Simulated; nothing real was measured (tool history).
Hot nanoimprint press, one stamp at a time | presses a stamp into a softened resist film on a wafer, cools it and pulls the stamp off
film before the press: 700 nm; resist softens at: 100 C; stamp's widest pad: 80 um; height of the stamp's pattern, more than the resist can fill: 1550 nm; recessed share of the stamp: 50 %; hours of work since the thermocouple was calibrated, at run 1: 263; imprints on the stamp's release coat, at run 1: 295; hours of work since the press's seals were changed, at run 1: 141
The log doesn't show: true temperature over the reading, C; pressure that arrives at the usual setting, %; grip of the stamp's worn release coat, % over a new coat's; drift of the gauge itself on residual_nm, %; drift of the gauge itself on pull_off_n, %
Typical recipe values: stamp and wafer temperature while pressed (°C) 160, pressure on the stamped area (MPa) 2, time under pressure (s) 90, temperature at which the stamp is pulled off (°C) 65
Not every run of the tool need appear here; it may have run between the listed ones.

| run | hour | stamp and wafer temperature while pressed (°C) | pressure on the stamped area (MPa) | time under pressure (s) | temperature at which the stamp is pulled off (°C) | hours of work since the thermocouple was calibrated | imprints on the stamp's release coat | hours of work since the press's seals were changed | resist left under the stamp's widest pad (nm) | greatest force while the stamp is pulled off (N) |
|---|---|---|---|---|---|---|---|---|---|---|
| 1 | 0.0 | 160 | 2 | 90 | 65 | 263 | 295 | 141 | 295.7 | 238 |
| 2 | 4.1 | 165 | 2 | 90 | 65 | 266 | 314 | 144 | 255.2 | 233 |
| 3 | 9.0 | 165 | 2 | 90 | 65 | 270 | 335 | 148 | 251.9 | 234 |
| 4 | 18.8 | 160 | 2 | 82 | 65 | 277 | 379 | 155 | 304.2 | 245 |
| 5 | 25.6 | 160 | 2 | 90 | 65 | 282 | 409 | 160 | 295.6 | 254 |
| 6 | 32.5 | 160 | 2 | 90 | 55 | 287 | 440 | 165 | 296.6 | 273 |
| 7 | 42.0 | 160 | 2 | 90 | 55 | 293 | 482 | 171 | 292.4 | 277 |
| 8 | 51.2 | 153 | 2 | 76 | 65 | 300 | 523 | 178 | 385.4 | 248 |
| 9 | 58.5 | 153 | 2 | 76 | 65 | 305 | 555 | 183 | 382.6 | 248 |
| 10 | 66.9 | 153 | 2 | 76 | 65 | 311 | 592 | 189 | 383.0 | 242 |

Run 11 comes next. What will it give?
| 11 | 72.5 | 153 | 2 | 76 | 65 | 315 | 617 | 193 | ? | ? |

resist left under the stamp's widest pad (nm): 381.7
greatest force while the stamp is pulled off (N): 246
On a tool with no hidden condition, and with the same random variation, this run would have come out at resist left under the stamp's widest pad (nm) 398.1, greatest force while the stamp is pulled off (N) 227.
